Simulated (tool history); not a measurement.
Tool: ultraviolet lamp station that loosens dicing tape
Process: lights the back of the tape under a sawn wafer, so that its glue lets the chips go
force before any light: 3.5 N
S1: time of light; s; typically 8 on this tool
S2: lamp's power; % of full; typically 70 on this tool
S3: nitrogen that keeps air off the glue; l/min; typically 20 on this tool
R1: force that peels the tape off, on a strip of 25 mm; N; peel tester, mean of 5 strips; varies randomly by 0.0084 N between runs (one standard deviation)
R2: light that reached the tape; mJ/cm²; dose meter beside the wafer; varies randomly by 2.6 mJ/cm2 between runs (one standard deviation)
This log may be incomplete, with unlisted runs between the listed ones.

Run 1, hour 0: usual settings. Result: R1 0.386 N, R2 309 mJ/cm².
Run 2, hour 11.4: usual settings but S3 31 l/min. Result: R1 0.35 N, R2 303 mJ/cm².
Run 3, hour 22.3: usual settings but S3 31 l/min. Result: R1 0.331 N, R2 306 mJ/cm².
Run 4, hour 37.8: usual settings but S3 31 l/min. Result: R1 0.343 N, R2 307 mJ/cm².
Run 5, hour 45.6: usual settings but S3 31 l/min. Result: R1 0.336 N, R2 309 mJ/cm².
Run 6, hour 61.6: usual settings but S3 31 l/min. Result: R1 0.351 N, R2 304 mJ/cm².
Run 7, hour 70.9: usual settings but S3 31 l/min. Result: R1 0.344 N, R2 299 mJ/cm².
Run 8, hour 81.6: usual settings but S3 13 l/min. Result: R1 0.502 N, R2 299 mJ/cm².
Run 9, hour 95.4: usual settings but S3 13 l/min. Result: R1 0.516 N, R2 296 mJ/cm².
Run 10, hour 111.4: usual settings but S1 5 s. Result: R1 0.868 N, R2 186 mJ/cm².
Run 11, hour 122.9: usual settings but S1 5 s. Result: R1 0.844 N, R2 186 mJ/cm².
Run 12, hour 139.6: usual settings but S1 5 s. Result: R1 0.872 N, R2 183 mJ/cm².
Run 13, hour 149.5: usual settings but S1 5 s. Result: R1 0.846 N, R2 185 mJ/cm².
Run 14, hour 161.6: usual settings but S1 5 s. Result: R1 0.833 N, R2 186 mJ/cm².
Run 15, hour 170.6: usual settings. Result: R1 0.435 N, R2 292 mJ/cm².
Run 16, hour 182.4: usual settings but S2 80 % of full. Result: R1 0.351 N, R2 334 mJ/cm².
Run 17, hour 194: usual settings but S2 80 % of full. Result: R1 0.339 N, R2 335 mJ/cm².
Run 18, hour 209.9: usual settings but S2 80 % of full. Result: R1 0.359 N, R2 329 mJ/cm².
Run 19, hour 225.5: usual settings but S2 80 % of full. Result: R1 0.365 N, R2 326 mJ/cm².
Run 20, hour 236.3: usual settings but S2 80 % of full. Result: R1 0.357 N, R2 327 mJ/cm².
Run 21, hour 251.3: usual settings. Result: R1 0.449 N, R2 291 mJ/cm².
At hour 252.5: window cleaned of glue's vapour.
Run 22, hour 265.3: usual settings but S2 74 % of full. Result: R1 0.435 N, R2 297 mJ/cm².
Run 23, hour 275.4: usual settings but S2 74 % of full, S3 34 l/min. Result: R1 0.346 N, R2 292 mJ/cm².
Run 24, hour 285.3: usual settings but S2 90 % of full, S3 36 l/min. Result: R1 0.253 N, R2 360 mJ/cm².
Run 25, hour 298.8: usual settings but S1 5 s, S3 17 l/min. Result: R1 0.952 N, R2 176 mJ/cm².
Run 26, hour 311.7: usual settings but S1 4 s, S3 10 l/min. Result: R1 1.418 N, R2 138 mJ/cm².
At hour 318.5: window cleaned of glue's vapour, once more.
Run 27, hour 323.1: usual settings but S1 4 s, S3 10 l/min. Result: R1 1.407 N, R2 150 mJ/cm².
Run 28, hour 336.3: usual settings but S1 16 s, S3 8 l/min. Result: R1 0.218 N, R2 599 mJ/cm².
Run 29, hour 351.3: usual settings but S1 16 s, S3 8 l/min. Result: R1 0.214 N, R2 596 mJ/cm².
Run 30, hour 364.7: usual settings but S1 16 s, S3 8 l/min. Result: R1 0.221 N, R2 590 mJ/cm².
Run 31, hour 377.8: usual settings but S1 16 s, S3 8 l/min. Result: R1 0.224 N, R2 584 mJ/cm².
Run 32, hour 393.4: usual settings but S1 5 s, S2 63 % of full, S3 31 l/min. Result: R1 0.859 N, R2 166 mJ/cm².
Run 33, hour 400.5: usual settings but S1 5 s, S2 63 % of full, S3 31 l/min. Result: R1 0.858 N, R2 162 mJ/cm².
Run 34, hour 416: usual settings but S1 5 s, S2 63 % of full, S3 31 l/min. Result: R1 0.878 N, R2 168 mJ/cm².
Run 35, hour 425.5: usual settings but S1 13 s, S2 74 % of full, S3 12 l/min. Result: R1 0.242 N, R2 504 mJ/cm².
Run 36, hour 434.2: usual settings but S2 64 % of full, S3 29 l/min. Result: R1 0.43 N, R2 267 mJ/cm².
Run 37, hour 443.8: usual settings but S2 64 % of full, S3 29 l/min. Result: R1 0.432 N, R2 264 mJ/cm².
Run 38, hour 457.4: usual settings but S2 64 % of full, S3 29 l/min. Result: R1 0.424 N, R2 266 mJ/cm².
Run 39, hour 466.5: usual settings but S2 64 % of full, S3 29 l/min. Result: R1 0.445 N, R2 262 mJ/cm².
Run 40, hour 481.7: usual settings but S2 64 % of full, S3 29 l/min. Result: R1 0.434 N, R2 260 mJ/cm².
Run 41, hour 497.2: usual settings but S1 10 s. Result: R1 0.301 N, R2 361 mJ/cm².
Run 42, hour 506.9: usual settings but S1 16 s, S2 77 % of full. Result: R1 0.163 N, R2 626 mJ/cm².
Run 43, hour 521.3: usual settings but S1 7 s, S2 64 % of full, S3 34 l/min. Result: R1 0.542 N, R2 226 mJ/cm².

4 options for the next run, each taken on its own from the tool as it stands now. Forecast them:
Run A, hour 533.1: usual settings but S1 11 s, S2 95 % of full, S3 34 l/min. Result: R1 ?, R2 ?.
Run B, hour 533.1: usual settings but S3 9 l/min. Result: R1 ?, R2 ?.
Run C, hour 533.1: usual settings but S2 61 % of full. Result: R1 ?, R2 ?.
Run D, hour 533.1: usual settings but S1 11 s, S2 73 % of full, S3 17 l/min. Result: R1 ?, R2 ?.

run     R1   R2
  A  0.167  528
  B  0.646  284
  C  0.563  248
  D  0.281  403
Without the tool's unlogged condition, the same runs would have read:
run     R1   R2
  A  0.153  634
  B  0.487  341
  C  0.421  297
  D  0.219  484
